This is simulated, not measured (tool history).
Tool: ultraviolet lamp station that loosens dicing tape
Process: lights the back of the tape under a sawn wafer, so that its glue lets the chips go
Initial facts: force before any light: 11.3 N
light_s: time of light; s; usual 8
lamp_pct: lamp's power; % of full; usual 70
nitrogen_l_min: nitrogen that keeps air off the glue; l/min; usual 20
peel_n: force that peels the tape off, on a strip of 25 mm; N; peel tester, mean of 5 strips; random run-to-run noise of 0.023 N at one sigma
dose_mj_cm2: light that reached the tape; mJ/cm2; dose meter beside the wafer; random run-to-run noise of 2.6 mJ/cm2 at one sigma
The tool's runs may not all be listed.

run 1 hour=0.0 | light_s=8 lamp_pct=70 nitrogen_l_min=20 | peel_n=2.301 dose_mj_cm2=224
run 2 hour=32.2 | light_s=8 lamp_pct=70 nitrogen_l_min=20 | peel_n=2.269 dose_mj_cm2=215
run 3 hour=57.3 | light_s=8 lamp_pct=70 nitrogen_l_min=20 | peel_n=2.430 dose_mj_cm2=213
run 4 hour=81.7 | light_s=8 lamp_pct=70 nitrogen_l_min=20 | peel_n=2.568 dose_mj_cm2=208
run 5 hour=114.2 | light_s=8 lamp_pct=70 nitrogen_l_min=20 | peel_n=2.605 dose_mj_cm2=204
run 6 hour=133.5 | light_s=8 lamp_pct=70 nitrogen_l_min=20 | peel_n=2.637 dose_mj_cm2=206
-- hour=139.4 lamp changed
run 7 hour=161.2 | light_s=8 lamp_pct=70 nitrogen_l_min=20 | peel_n=1.368 dose_mj_cm2=295
run 8 hour=190.7 | light_s=8 lamp_pct=70 nitrogen_l_min=20 | peel_n=1.407 dose_mj_cm2=294
run 9 hour=221.7 | light_s=8 lamp_pct=70 nitrogen_l_min=20 | peel_n=1.469 dose_mj_cm2=287
run 10 hour=243.9 | light_s=8 lamp_pct=70 nitrogen_l_min=20 | peel_n=1.509 dose_mj_cm2=291
run 11 hour=270.4 | light_s=8 lamp_pct=70 nitrogen_l_min=20 | peel_n=1.518 dose_mj_cm2=280
run 12 hour=298.5 | light_s=5 lamp_pct=70 nitrogen_l_min=20 | peel_n=3.132 dose_mj_cm2=173
run 13 hour=324.8 | light_s=8 lamp_pct=61 nitrogen_l_min=20 | peel_n=2.134 dose_mj_cm2=237
run 14 hour=353.5 | light_s=8 lamp_pct=66 nitrogen_l_min=20 | peel_n=1.867 dose_mj_cm2=255
run 15 hour=386.5 | light_s=8 lamp_pct=82 nitrogen_l_min=20 | peel_n=1.210 dose_mj_cm2=309
run 16 hour=424.1 | light_s=8 lamp_pct=82 nitrogen_l_min=20 | peel_n=1.341 dose_mj_cm2=302
run 17 hour=466.5 | light_s=11 lamp_pct=70 nitrogen_l_min=20 | peel_n=1.004 dose_mj_cm2=344
run 18 hour=489.5 | light_s=11 lamp_pct=70 nitrogen_l_min=20 | peel_n=1.026 dose_mj_cm2=339
-- hour=505.7 window cleaned of glue's vapour
run 19 hour=529.8 | light_s=8 lamp_pct=70 nitrogen_l_min=20 | peel_n=2.082 dose_mj_cm2=233
run 20 hour=559.0 | light_s=8 lamp_pct=70 nitrogen_l_min=20 | peel_n=2.174 dose_mj_cm2=228
run 21 hour=579.9 | light_s=8 lamp_pct=70 nitrogen_l_min=20 | peel_n=2.293 dose_mj_cm2=225
run 22 hour=610.4 | light_s=13 lamp_pct=70 nitrogen_l_min=35 | peel_n=0.553 dose_mj_cm2=355
run 23 hour=639.6 | light_s=8 lamp_pct=70 nitrogen_l_min=14 | peel_n=2.849 dose_mj_cm2=219
run 24 hour=667.9 | light_s=7 lamp_pct=91 nitrogen_l_min=22 | peel_n=1.880 dose_mj_cm2=244
run 25 hour=687.5 | light_s=5 lamp_pct=85 nitrogen_l_min=12 | peel_n=4.399 dose_mj_cm2=159
-- hour=724.9 window cleaned of glue's vapour, once more
run 26 hour=726.4 | light_s=8 lamp_pct=70 nitrogen_l_min=19 | peel_n=1.936 dose_mj_cm2=248
run 27 hour=760.8 | light_s=14 lamp_pct=70 nitrogen_l_min=20 | peel_n=0.640 dose_mj_cm2=421
run 28 hour=801.4 | light_s=14 lamp_pct=70 nitrogen_l_min=20 | peel_n=0.695 dose_mj_cm2=414
run 29 hour=836.4 | light_s=8 lamp_pct=70 nitrogen_l_min=7 | peel_n=4.002 dose_mj_cm2=229
run 30 hour=855.2 | light_s=8 lamp_pct=70 nitrogen_l_min=7 | peel_n=3.901 dose_mj_cm2=226
run 31 hour=884.6 | light_s=5 lamp_pct=96 nitrogen_l_min=17 | peel_n=3.139 dose_mj_cm2=187

What will run 32 give?
run 32 hour=921.4 | light_s=5 lamp_pct=96 nitrogen_l_min=17 | peel_n=? dose_mj_cm2=?

For run 32 the tool returned peel_n 3.280 N, dose_mj_cm2 184 mJ/cm2.
Minus the tool's unlogged condition, the same run would have read peel_n 1.778 N, dose_mj_cm2 278 mJ/cm2.
